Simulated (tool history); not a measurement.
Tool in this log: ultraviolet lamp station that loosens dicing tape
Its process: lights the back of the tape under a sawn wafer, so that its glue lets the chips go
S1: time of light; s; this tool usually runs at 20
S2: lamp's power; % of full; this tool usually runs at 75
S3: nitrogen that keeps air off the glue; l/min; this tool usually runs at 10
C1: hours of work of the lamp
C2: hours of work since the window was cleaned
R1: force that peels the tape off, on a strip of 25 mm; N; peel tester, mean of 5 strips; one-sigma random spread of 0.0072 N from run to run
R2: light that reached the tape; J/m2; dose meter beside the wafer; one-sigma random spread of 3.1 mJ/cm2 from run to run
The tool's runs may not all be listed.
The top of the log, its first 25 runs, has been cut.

run    hour  S1   S2  S3    C1   C2     R1    R2
 26   864.1  29   63   4  1184  394  1.084  3310
      875.8  -- window cleaned of glue's vapour
 27   907.3  12   79   4  1208   18  2.144  1830
 28   956.3  13   79  10  1236   46  1.313  1940
 29  1005.2  13   82  17  1264   74  0.953  2000
 30  1050.9  20  100  10  1290  100  0.389  3680
     1059.9  -- lamp changed
 31    1075  20   71  13     9  114  0.256  4150
 32  1098.3  20   71  13    22  127  0.256  4170
 33  1140.9  20   71  13    46  151  0.269  4060
 34  1169.3  20   94   8    63  168  0.249  5400
 35  1202.8  20   94   8    82  187  0.232  5290
 36  1245.4  10   75   3   106  211  2.196  2100
 37  1273.7  10   75   3   123  228  2.228  2080
 38  1311.7  10   75   3   144  249  2.245  2090
 39  1343.7  10   99   7   163  268   0.99  2690
 40  1388.3  20   75   5   188  293  0.611  4020
 41  1412.3  20   75   6   202  307  0.538  3930
 42  1438.9  20   75   6   217  322  0.551  3940
 43  1473.1  17   69   6   237  342  0.913  3050

Each row is a separate what-if for the run after 43, all from the same tool condition, not one after another. Results?
  A  1519.9  11  75   6  264  369   ?   ?
  B  1519.9  17  69   7  264  369   ?   ?
  C  1519.9  10  89   6  264  369   ?   ?
  D  1519.9  22  69  10  264  369   ?   ?

run     R1    R2
  A  1.578  2070
  B  0.834  2990
  C   1.43  2250
  D  0.373  3930
Take away the tool's hidden state, keep each run's random variation, and the runs would have read:
run     R1    R2
  A  1.199  2520
  B  0.578  3640
  C  1.067  2740
  D  0.252  4770
